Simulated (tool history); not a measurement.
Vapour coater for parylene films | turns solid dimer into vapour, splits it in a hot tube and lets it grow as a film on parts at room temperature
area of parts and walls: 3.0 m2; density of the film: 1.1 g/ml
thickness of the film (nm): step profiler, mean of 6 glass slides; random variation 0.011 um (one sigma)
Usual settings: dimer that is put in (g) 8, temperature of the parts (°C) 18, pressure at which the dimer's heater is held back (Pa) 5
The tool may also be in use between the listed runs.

run,hour,dimer that is put in (g),temperature of the parts (°C),pressure at which the dimer's heater is held back (Pa),thickness of the film (nm)
1,0,8,18,5,1930
2,33.9,8,18,5,1920
3,60,8,18,5,1910
4,77.7,8,18,5,1950
5,108,8,18,5,1920
6,137.4,8,18,5,1930
7,163,8,18,5,1910

Forecast run 8:
8,196.6,8,18,4.4,?

{"run 8": {"thickness of the film (nm)": 1920}}
Without the tool's hidden state the same run would have given thickness of the film (nm) 1920.
